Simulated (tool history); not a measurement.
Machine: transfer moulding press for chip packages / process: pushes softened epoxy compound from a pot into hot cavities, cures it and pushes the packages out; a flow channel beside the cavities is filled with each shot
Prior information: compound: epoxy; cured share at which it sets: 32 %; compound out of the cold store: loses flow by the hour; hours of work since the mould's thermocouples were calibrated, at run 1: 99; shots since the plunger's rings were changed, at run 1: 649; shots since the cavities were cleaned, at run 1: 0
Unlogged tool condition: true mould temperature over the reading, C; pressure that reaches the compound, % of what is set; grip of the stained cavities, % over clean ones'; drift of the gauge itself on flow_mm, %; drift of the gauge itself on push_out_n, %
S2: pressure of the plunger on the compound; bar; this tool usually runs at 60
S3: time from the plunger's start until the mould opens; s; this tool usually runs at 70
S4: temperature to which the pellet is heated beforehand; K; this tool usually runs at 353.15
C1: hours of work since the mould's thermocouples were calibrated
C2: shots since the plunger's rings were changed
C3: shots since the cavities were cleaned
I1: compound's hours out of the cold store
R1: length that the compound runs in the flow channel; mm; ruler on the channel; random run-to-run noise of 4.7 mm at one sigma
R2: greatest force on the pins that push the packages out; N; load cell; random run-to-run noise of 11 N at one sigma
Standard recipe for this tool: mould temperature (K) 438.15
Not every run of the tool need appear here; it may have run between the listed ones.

Run 1, hour 0: usual settings; C1 99; C2 649; C3 0; I1 33.6. Result: R1 792 mm, R2 546 N.
Run 2, hour 11.9: usual settings but S2 58.2 bar; C1 106; C2 833; C3 184; I1 46.5. Result: R1 724 mm, R2 655 N.
Run 3, hour 21: usual settings but S2 58.2 bar; C1 112; C2 976; C3 327; I1 33.1. Result: R1 777 mm, R2 740 N.
At hour 31.5: cavities cleaned with cleaning compound and waxed.
Run 4, hour 33.2: usual settings but S2 58.2 bar; C1 118; C2 1141; C3 27; I1 32. Result: R1 784 mm, R2 557 N.
Run 5, hour 46.1: usual settings but S2 58.2 bar; C1 125; C2 1340; C3 226; I1 26.9. Result: R1 809 mm, R2 732 N.
At hour 63.1: cavities cleaned with cleaning compound and waxed.
Run 6, hour 63.9: usual settings but S2 58.2 bar; C1 134; C2 1593; C3 12; I1 16. Result: R1 851 mm, R2 571 N.
Run 7, hour 85.2: usual settings but S2 58.2 bar; C1 147; C2 1923; C3 342; I1 41. Result: R1 736 mm, R2 735 N.
At hour 94.3: cavities cleaned with cleaning compound and waxed.
Run 8, hour 106.7: usual settings but S2 58.2 bar; C1 158; C2 2234; C3 193; I1 12.8. Result: R1 855 mm, R2 716 N.
Run 9, hour 117.1: usual settings but S2 58.2 bar; C1 164; C2 2395; C3 354; I1 44.1. Result: R1 723 mm, R2 760 N.
At hour 126.6: cavities cleaned with cleaning compound and waxed.
Run 10, hour 137.4: usual settings but S2 58.2 bar; C1 175; C2 2686; C3 167; I1 25.7. Result: R1 790 mm, R2 672 N.
Run 11, hour 147.3: usual settings but S2 58.2 bar; C1 180; C2 2839; C3 320; I1 46.5. Result: R1 704 mm, R2 710 N.
At hour 157.9: cavities cleaned with cleaning compound and waxed.
Run 12, hour 159.6: usual settings but S2 58.2 bar; C1 187; C2 3006; C3 26; I1 20.1. Result: R1 815 mm, R2 577 N.
Run 13, hour 173.8: usual settings but S2 71.2 bar; C1 195; C2 3227; C3 247; I1 15.3. Result: R1 916 mm, R2 768 N.
Run 14, hour 186.3: usual settings; C1 202; C2 3422; C3 442; I1 45.1. Result: R1 711 mm, R2 808 N.
At hour 188.9: cavities cleaned with cleaning compound and waxed.
At hour 194.6: plunger's sealing rings changed.
Run 15, hour 205.6: usual settings; C1 211; C2 170; C3 220; I1 35.7. Result: R1 792 mm, R2 696 N.
At hour 223.1: cavities cleaned with cleaning compound and waxed.
Run 16, hour 224.1: usual settings; C1 220; C2 433; C3 15; I1 46. Result: R1 752 mm, R2 530 N.
Run 17, hour 246.6: usual settings but mould temperature (K) 431.15, S2 73.9 bar, S3 84 s; C1 233; C2 782; C3 364; I1 12.7. Result: R1 1026 mm, R2 932 N.
At hour 254: cavities cleaned with cleaning compound and waxed.
Run 18, hour 261: usual settings but mould temperature (K) 431.15, S2 73.9 bar, S3 84 s; C1 241; C2 983; C3 110; I1 9.7. Result: R1 1038 mm, R2 765 N.
Run 19, hour 280.6: usual settings but mould temperature (K) 441.15, S2 56 bar, S3 56 s, S4 343.15 K; C1 252; C2 1286; C3 413; I1 40.5. Result: R1 731 mm, R2 1172 N.
At hour 285.7: cavities cleaned with cleaning compound and waxed.
Run 20, hour 292.5: usual settings but mould temperature (K) 442.15, S4 352.15 K; C1 258; C2 1448; C3 106; I1 33.8. Result: R1 766 mm, R2 517 N.
Run 21, hour 311.6: usual settings but S2 63.7 bar, S3 89 s; C1 269; C2 1744; C3 402; I1 40.7. Result: R1 776 mm, R2 643 N.
At hour 316.5: cavities cleaned with cleaning compound and waxed.
Run 22, hour 332.1: usual settings but S2 63.7 bar, S3 89 s; C1 280; C2 2037; C3 241; I1 20.1. Result: R1 865 mm, R2 570 N.
At hour 348: cavities cleaned with cleaning compound and waxed.
Run 23, hour 351.8: usual settings but mould temperature (K) 433.15, S2 63.7 bar, S3 63 s; C1 290; C2 2320; C3 59; I1 46.1. Result: R1 769 mm, R2 965 N.
Run 24, hour 373.7: usual settings but mould temperature (K) 433.15, S2 63.7 bar, S3 63 s; C1 303; C2 2660; C3 399; I1 34.4. Result: R1 822 mm, R2 1442 N.
At hour 378.6: cavities cleaned with cleaning compound and waxed.
Run 25, hour 384.9: usual settings but mould temperature (K) 436.15, S2 64.8 bar, S3 63 s; C1 308; C2 2810; C3 97; I1 27.4. Result: R1 836 mm, R2 948 N.
Run 26, hour 395.1: usual settings but S2 73.1 bar, S4 345.15 K; C1 314; C2 2968; C3 255; I1 43.8. Result: R1 801 mm, R2 712 N.
Run 27, hour 406.9: usual settings but mould temperature (K) 433.15; C1 321; C2 3151; C3 438; I1 16.5. Result: R1 862 mm, R2 1276 N.
At hour 410.4: cavities cleaned with cleaning compound and waxed.
Run 28, hour 424.3: usual settings but mould temperature (K) 436.15, S3 50 s; C1 330; C2 3397; C3 215; I1 29.3. Result: R1 791 mm, R2 1894 N.
At hour 432.2: plunger's sealing rings changed.
At hour 444.2: cavities cleaned with cleaning compound and waxed.
Run 29, hour 446.3: usual settings but mould temperature (K) 436.15, S3 50 s; C1 340; C2 196; C3 33; I1 24.7. Result: R1 852 mm, R2 1461 N.

Forecast each of these 3 alternatives for the next run:
Run A, hour 457.9: usual settings but S3 87 s; C1 347; C2 376; C3 213; I1 39. Result: R1 ?, R2 ?.
Run B, hour 457.9: usual settings but mould temperature (K) 436.15, S2 67 bar, S3 71 s; C1 347; C2 376; C3 213; I1 18.8. Result: R1 ?, R2 ?.
Run C, hour 457.9: usual settings but S2 61.8 bar, S3 71 s, S4 357.15 K; C1 347; C2 376; C3 213; I1 30. Result: R1 ?, R2 ?.

run   R1   R2
  A  787  539
  B  928  817
  C  823  675
Without the tool's hidden state the same runs would have given:
run   R1   R2
  A  790  403
  B  931  590
  C  826  493
